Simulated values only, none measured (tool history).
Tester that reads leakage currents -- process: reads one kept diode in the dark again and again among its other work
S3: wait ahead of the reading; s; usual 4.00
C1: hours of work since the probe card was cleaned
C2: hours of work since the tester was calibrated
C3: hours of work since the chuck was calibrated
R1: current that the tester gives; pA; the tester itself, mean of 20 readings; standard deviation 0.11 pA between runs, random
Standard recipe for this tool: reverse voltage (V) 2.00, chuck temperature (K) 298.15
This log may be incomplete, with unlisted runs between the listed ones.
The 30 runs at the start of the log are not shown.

run 31 day=31.375 | reverse_voltage_(V)=10.23 chuck_temperature_(K)=313.15 S3=0.38 | C1=113 C2=553 C3=110 | R1=199.92
run 32 day=32.454 | reverse_voltage_(V)=2.00 chuck_temperature_(K)=300.15 S3=4.00 | C1=128 C2=568 C3=125 | R1=39.78
run 33 day=33.100 | reverse_voltage_(V)=2.00 chuck_temperature_(K)=300.15 S3=4.00 | C1=137 C2=577 C3=134 | R1=39.77
run 34 day=33.733 | reverse_voltage_(V)=2.23 chuck_temperature_(K)=300.15 S3=3.64 | C1=146 C2=586 C3=143 | R1=41.56
run 35 day=34.700 | reverse_voltage_(V)=3.71 chuck_temperature_(K)=312.15 S3=4.00 | C1=159 C2=599 C3=156 | R1=129.84
run 36 day=35.825 | reverse_voltage_(V)=3.05 chuck_temperature_(K)=312.15 S3=4.00 | C1=175 C2=615 C3=172 | R1=121.87
run 37 day=36.517 | reverse_voltage_(V)=3.05 chuck_temperature_(K)=312.15 S3=4.00 | C1=184 C2=624 C3=181 | R1=122.36
run 38 day=37.275 | reverse_voltage_(V)=3.05 chuck_temperature_(K)=312.15 S3=4.00 | C1=195 C2=635 C3=192 | R1=122.20
run 39 day=37.950 | reverse_voltage_(V)=4.50 chuck_temperature_(K)=298.15 S3=2.47 | C1=204 C2=644 C3=201 | R1=45.72

Here are 4 independent what-if runs from the current tool condition. What would each one return?
run A day=38.779 | reverse_voltage_(V)=13.83 chuck_temperature_(K)=295.15 S3=2.26 | C1=216 C2=656 C3=213 | R1=?
run B day=38.779 | reverse_voltage_(V)=4.50 chuck_temperature_(K)=298.15 S3=0.86 | C1=216 C2=656 C3=213 | R1=?
run C day=38.779 | reverse_voltage_(V)=2.61 chuck_temperature_(K)=298.15 S3=2.47 | C1=216 C2=656 C3=213 | R1=?
run D day=38.779 | reverse_voltage_(V)=2.66 chuck_temperature_(K)=298.15 S3=4.00 | C1=216 C2=656 C3=213 | R1=?

run=A R1=53.91
run=B R1=46.62
run=C R1=37.74
run=D R1=38.00
With the hidden condition removed and each run's random variation left untouched, the same runs would have given:
run=A R1=49.19
run=B R1=43.33
run=C R1=35.14
run=D R1=35.37

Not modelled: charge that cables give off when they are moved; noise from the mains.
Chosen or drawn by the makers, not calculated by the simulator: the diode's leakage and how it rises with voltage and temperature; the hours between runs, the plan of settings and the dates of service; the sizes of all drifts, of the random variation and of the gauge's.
